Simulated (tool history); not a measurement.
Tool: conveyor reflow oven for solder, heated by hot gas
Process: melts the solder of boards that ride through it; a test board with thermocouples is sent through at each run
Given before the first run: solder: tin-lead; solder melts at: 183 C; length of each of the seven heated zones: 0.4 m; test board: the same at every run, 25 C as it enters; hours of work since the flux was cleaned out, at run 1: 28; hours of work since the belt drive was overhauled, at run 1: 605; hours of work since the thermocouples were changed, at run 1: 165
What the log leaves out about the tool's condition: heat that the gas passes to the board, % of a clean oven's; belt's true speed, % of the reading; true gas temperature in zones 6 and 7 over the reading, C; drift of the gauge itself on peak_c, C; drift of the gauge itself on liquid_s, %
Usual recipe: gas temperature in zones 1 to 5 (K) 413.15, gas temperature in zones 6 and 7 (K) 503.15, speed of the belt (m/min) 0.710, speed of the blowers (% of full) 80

| run | hour | gas temperature in zones 1 to 5 (K) | gas temperature in zones 6 and 7 (K) | speed of the belt (m/min) | speed of the blowers (% of full) | hours of work since the flux was cleaned out | hours of work since the belt drive was overhauled | hours of work since the thermocouples were changed | highest temperature of the board (K) | time above the solder's melting point (s) |
|---|---|---|---|---|---|---|---|---|---|---|
| 1 | 0.0 | 413.15 | 503.15 | 0.710 | 80 | 28 | 605 | 165 | 486.65 | 48.0 |
| 2 | 28.6 | 413.15 | 503.15 | 0.710 | 80 | 50 | 627 | 187 | 486.65 | 47.8 |
| 3 | 51.6 | 413.15 | 503.15 | 0.710 | 80 | 68 | 645 | 204 | 486.25 | 47.9 |
| 4 | 70.4 | 413.15 | 503.15 | 0.710 | 80 | 82 | 659 | 219 | 486.25 | 48.0 |
| 5 | 93.9 | 413.15 | 503.15 | 0.710 | 81 | 100 | 677 | 237 | 486.95 | 48.3 |
| 6 | 110.8 | 413.15 | 503.15 | 0.710 | 81 | 113 | 690 | 250 | 486.35 | 48.7 |
| 7 | 135.3 | 413.15 | 503.15 | 0.710 | 81 | 132 | 709 | 268 | 486.35 | 48.3 |
| 8 | 157.9 | 413.15 | 495.15 | 0.628 | 80 | 149 | 726 | 286 | 482.85 | 52.6 |
| 9 | 174.9 | 413.15 | 495.15 | 0.823 | 80 | 162 | 739 | 299 | 475.05 | 31.3 |
| 10 | 202.0 | 421.15 | 495.15 | 0.823 | 84 | 183 | 760 | 319 | 477.75 | 37.5 |

Forecast each of these 3 alternatives for the next run:
| A | 219.3 | 409.15 | 512.15 | 0.823 | 63 | 196 | 773 | 333 | ? | ? |
| B | 219.3 | 409.15 | 506.15 | 0.710 | 80 | 196 | 773 | 333 | ? | ? |
| C | 219.3 | 405.15 | 491.15 | 0.710 | 56 | 196 | 773 | 333 | ? | ? |

| run | highest temperature of the board (K) | time above the solder's melting point (s) |
|---|---|---|
| A | 480.25 | 32.8 |
| B | 488.45 | 48.0 |
| C | 465.45 | 19.5 |
What these runs would have given with no unlogged condition in the tool:
| run | highest temperature of the board (K) | time above the solder's melting point (s) |
|---|---|---|
| A | 480.25 | 32.8 |
| B | 488.45 | 48.0 |
| C | 465.45 | 19.6 |

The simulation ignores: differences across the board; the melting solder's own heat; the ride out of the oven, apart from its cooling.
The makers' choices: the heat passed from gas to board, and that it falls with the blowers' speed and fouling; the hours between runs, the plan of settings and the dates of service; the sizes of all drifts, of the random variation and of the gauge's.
